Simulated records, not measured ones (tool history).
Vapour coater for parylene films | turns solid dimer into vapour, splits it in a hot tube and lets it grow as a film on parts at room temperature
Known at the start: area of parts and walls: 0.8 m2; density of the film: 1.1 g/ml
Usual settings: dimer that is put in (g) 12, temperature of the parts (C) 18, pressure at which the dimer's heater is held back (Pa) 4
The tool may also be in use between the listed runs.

run,day,dimer that is put in (g),temperature of the parts (C),pressure at which the dimer's heater is held back (Pa),thickness of the film (µm)
1,0,12,18,4,10.07
2,1,12,18,4,9.84
3,1.642,12,18,4,9.88
4,2.996,12,18,4,9.74
5,4.3,12,18,4,9.73
6,5.204,12,28,6.74,7.59
7,6.35,6,28,10.06,3.48
8,7.429,10,23,10.23,6.17
9,8.658,10,23,5.28,7.04
10,9.892,11,28,6.01,6.95

5 ways to go on from here, each from the tool as it stands after run 10. What would each give?
A,11.088,10,28,6.01,?
B,11.088,9,14,4,?
C,11.088,16,12,4,?
D,11.088,9,29,3.51,?
E,11.088,6,21,2.52,?

run,thickness of the film (µm)
A,6.23
B,7.49
C,13.9
D,6.18
E,4.89
Without the tool's hidden state the same runs would have given:
run,thickness of the film (µm)
A,6.88
B,8.27
C,15.35
D,6.82
E,5.4
